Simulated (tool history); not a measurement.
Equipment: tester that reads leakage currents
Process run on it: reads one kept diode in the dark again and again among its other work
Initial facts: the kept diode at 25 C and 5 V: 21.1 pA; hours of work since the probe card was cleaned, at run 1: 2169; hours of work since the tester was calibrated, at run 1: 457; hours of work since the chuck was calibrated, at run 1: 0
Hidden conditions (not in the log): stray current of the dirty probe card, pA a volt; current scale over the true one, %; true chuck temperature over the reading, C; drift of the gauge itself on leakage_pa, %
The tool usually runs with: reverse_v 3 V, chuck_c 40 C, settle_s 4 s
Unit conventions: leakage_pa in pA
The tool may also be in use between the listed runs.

run   hour  reverse_v  chuck_c  settle_s  hours of work since the probe card was cleaned  hours of work since the tester was calibrated  hours of work since the chuck was calibrated  leakage_pa
  1      0          3       40         4                                            2169                                            457                                             0       54.55
  2   40.3          3       40         4                                            2194                                            482                                            25       54.92
  3   65.5          3       40         4                                            2210                                            498                                            41       54.89
  4   97.1          3       33         4                                            2230                                            518                                            61       31.63
  5  128.3          3       40         4                                            2249                                            538                                            81       54.85
  6  154.7          3       40         4                                            2266                                            554                                            97       54.69
  7  207.2          3       32         4                                            2299                                            587                                           130       29.39
  8  251.9          3       32         4                                            2327                                            615                                           158       29.47
  9  283.2          3       25         4                                            2347                                            635                                           178       16.75
 10  309.5          3       40       0.3                                            2363                                            651                                           195       57.62
 11  338.1          3       40       0.3                                            2381                                            669                                           213       57.59
 12  376.5          3       40       0.3                                            2405                                            694                                           237       57.39
 13    405       3.09       46         4                                            2423                                            711                                           255       87.24
 14    450          3       40      3.53                                            2451                                            740                                           283       54.66
 15  480.4          3       24      9.02                                            2471                                            759                                           302       15.36
 16  530.7          3       28      9.02                                            2502                                            791                                           334       21.22
 17  579.9          3       35      3.57                                            2533                                            821                                           364       37.37
 18    631      14.34       44      3.57                                            2565                                            854                                           397      162.08
 19  686.7          3       38      3.11                                            2600                                            889                                           432       47.05
 20  720.2          3       38      3.11                                            2621                                            910                                           453       47.13
 21  754.2      13.19       28      0.35                                            2643                                            931                                           474       55.93
     797.9  -- probe card cleaned and baked
 22  808.9      13.19       28      0.35                                               7                                            963                                           507       55.62
 23  841.9      13.19       28      0.35                                              28                                            984                                           527       55.68
 24  881.2      13.19       28      0.35                                              52                                           1009                                           552       55.55

Below are 4 alternative next runs, each starting from the tool's condition after run 24. Predict each:
  A   930      13.19       27      0.35                                              83                                           1040                                           583           ?
  B   930          3       31      0.67                                              83                                           1040                                           583           ?
  C   930          3       56      1.87                                              83                                           1040                                           583           ?
  D   930      13.88       24      0.86                                              83                                           1040                                           583           ?

run  leakage_pa
  A       52.34
  B       28.22
  C      175.15
  D       37.41
Without the tool's unlogged condition, the same runs would have read:
run  leakage_pa
  A       52.34
  B       28.22
  C      175.17
  D       37.41
